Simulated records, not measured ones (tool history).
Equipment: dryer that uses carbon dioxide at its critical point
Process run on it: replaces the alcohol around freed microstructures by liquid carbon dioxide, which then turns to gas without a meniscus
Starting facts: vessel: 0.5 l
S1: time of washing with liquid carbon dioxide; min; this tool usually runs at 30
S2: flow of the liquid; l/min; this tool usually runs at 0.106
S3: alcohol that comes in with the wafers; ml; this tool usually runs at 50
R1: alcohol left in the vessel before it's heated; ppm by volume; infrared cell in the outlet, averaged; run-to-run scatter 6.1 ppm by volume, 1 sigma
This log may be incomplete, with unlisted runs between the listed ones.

run,hour,S1,S2,S3,R1
1,0.0,30,0.106,50,301
2,24.7,30,0.106,50,313
3,47.2,30,0.106,50,340
4,67.3,30,0.106,50,354
5,109.8,30,0.106,50,376
6,152.9,30,0.106,50,430
7,188.9,30,0.106,50,462
8,230.9,30,0.106,50,493
9,271.5,30,0.106,50,526
10,294.5,26,0.106,50,983
# hour 314.0: inlet filter changed
11,322.0,47,0.129,116,153
12,339.4,47,0.129,116,155
13,365.8,41,0.095,40,215

Run 14 is up next; what results do you expect?
14,406.5,29,0.106,94,?

R1: 820 ppm by volume
Were there no unlogged condition in the tool, this run, its random variation unchanged, would have produced R1 534 ppm by volume.
